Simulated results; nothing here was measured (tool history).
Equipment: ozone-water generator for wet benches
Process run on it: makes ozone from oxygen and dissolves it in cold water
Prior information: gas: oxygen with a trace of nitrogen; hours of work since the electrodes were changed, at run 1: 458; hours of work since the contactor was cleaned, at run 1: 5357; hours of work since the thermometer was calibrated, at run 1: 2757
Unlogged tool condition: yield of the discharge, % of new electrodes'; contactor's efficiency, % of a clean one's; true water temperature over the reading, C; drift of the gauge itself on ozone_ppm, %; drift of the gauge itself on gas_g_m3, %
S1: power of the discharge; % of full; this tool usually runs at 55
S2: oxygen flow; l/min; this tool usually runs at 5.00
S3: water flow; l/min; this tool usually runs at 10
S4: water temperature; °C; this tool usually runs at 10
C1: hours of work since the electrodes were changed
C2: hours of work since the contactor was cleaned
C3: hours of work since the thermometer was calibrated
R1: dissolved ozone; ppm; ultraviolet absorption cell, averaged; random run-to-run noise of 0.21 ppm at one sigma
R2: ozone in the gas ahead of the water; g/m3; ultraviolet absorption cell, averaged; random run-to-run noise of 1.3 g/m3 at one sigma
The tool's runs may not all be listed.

Run 1, day 0.000: usual settings; C1 458; C2 5357; C3 2757. Result: R1 30.5 ppm, R2 230.7 g/m3.
Run 2, day 2.217: usual settings; C1 494; C2 5392; C3 2793. Result: R1 30.5 ppm, R2 230.3 g/m3.
Run 3, day 6.388: usual settings but S2 8.20 l/min; C1 561; C2 5460; C3 2861. Result: R1 27.2 ppm, R2 169.1 g/m3.
Run 4, day 9.317: usual settings but S2 8.20 l/min; C1 609; C2 5507; C3 2908. Result: R1 27.2 ppm, R2 171.2 g/m3.
At day 12.150: water thermometer calibrated.
Run 5, day 13.658: usual settings but S2 8.20 l/min, S4 11 °C; C1 678; C2 5577; C3 24. Result: R1 26.2 ppm, R2 172.1 g/m3.
Run 6, day 17.067: usual settings but S2 8.20 l/min, S4 11 °C; C1 734; C2 5632; C3 80. Result: R1 26.5 ppm, R2 171.9 g/m3.
Run 7, day 20.600: usual settings but S2 8.20 l/min, S4 11 °C; C1 791; C2 5690; C3 137. Result: R1 26.7 ppm, R2 170.6 g/m3.
Run 8, day 23.579: usual settings but S3 14 l/min; C1 839; C2 5738; C3 185. Result: R1 22.9 ppm, R2 231.1 g/m3.
Run 9, day 27.196: usual settings; C1 898; C2 5796; C3 244. Result: R1 30.3 ppm, R2 232.2 g/m3.
Run 10, day 30.321: usual settings; C1 948; C2 5847; C3 294. Result: R1 30.6 ppm, R2 231.0 g/m3.
Run 11, day 33.029: usual settings; C1 992; C2 5891; C3 338. Result: R1 30.3 ppm, R2 235.4 g/m3.
Run 12, day 36.250: usual settings but S2 2.57 l/min; C1 1044; C2 5943; C3 390. Result: R1 31.9 ppm, R2 352.1 g/m3.
Run 13, day 38.725: usual settings but S2 2.57 l/min; C1 1084; C2 5983; C3 430. Result: R1 32.0 ppm, R2 352.4 g/m3.
Run 14, day 41.392: usual settings but S2 2.57 l/min; C1 1127; C2 6026; C3 473. Result: R1 32.3 ppm, R2 358.0 g/m3.
Run 15, day 43.425: usual settings but S1 67 % of full, S2 3.72 l/min, S4 11 °C; C1 1160; C2 6059; C3 506. Result: R1 35.7 ppm, R2 320.5 g/m3.
Run 16, day 45.529: usual settings but S3 7 l/min; C1 1194; C2 6093; C3 540. Result: R1 39.5 ppm, R2 234.2 g/m3.
Run 17, day 49.571: usual settings but S3 7 l/min; C1 1260; C2 6158; C3 606. Result: R1 39.0 ppm, R2 238.1 g/m3.
Run 18, day 51.842: usual settings but S1 92 % of full, S3 9 l/min; C1 1296; C2 6195; C3 642. Result: R1 45.9 ppm, R2 329.1 g/m3.
Run 19, day 56.371: usual settings but S1 92 % of full, S3 9 l/min; C1 1370; C2 6268; C3 716. Result: R1 46.0 ppm, R2 331.3 g/m3.
Run 20, day 59.783: usual settings but S1 98 % of full, S2 3.16 l/min, S3 9 l/min; C1 1425; C2 6324; C3 771. Result: R1 51.1 ppm, R2 460.5 g/m3.
At day 63.762: contactor cleaned.
Run 21, day 63.762: usual settings but S1 98 % of full, S2 3.16 l/min, S3 9 l/min; C1 1487; C2 0; C3 833. Result: R1 51.2 ppm, R2 462.1 g/m3.

Below are 4 alternative next runs, each starting from the tool's condition after run 21. Predict each:
At day 64.467: gauge calibrated.
Run A, day 67.738: usual settings but S1 68 % of full, S2 3.16 l/min, S3 9 l/min; C1 1551; C2 64; C3 897. Result: R1 ?, R2 ?.
At day 64.467: gauge calibrated.
Run B, day 67.738: usual settings but S1 98 % of full, S2 8.70 l/min, S3 15 l/min; C1 1551; C2 64; C3 897. Result: R1 ?, R2 ?.
At day 64.467: gauge calibrated.
Run C, day 67.738: usual settings but S1 48 % of full, S2 5.25 l/min, S3 9 l/min, S4 13 °C; C1 1551; C2 64; C3 897. Result: R1 ?, R2 ?.
At day 64.467: gauge calibrated.
Run D, day 67.738: usual settings but S1 98 % of full, S2 3.12 l/min, S3 11 l/min; C1 1551; C2 64; C3 897. Result: R1 ?, R2 ?.

run    R1     R2
  A  39.9  352.5
  B  29.4  238.8
  C  27.9  204.9
  D  42.5  450.2
The same runs, with their run-to-run variation unchanged, on a tool lacking any hidden condition would have given:
run    R1     R2
  A  39.9  352.1
  B  29.4  238.5
  C  27.9  204.7
  D  42.5  449.7
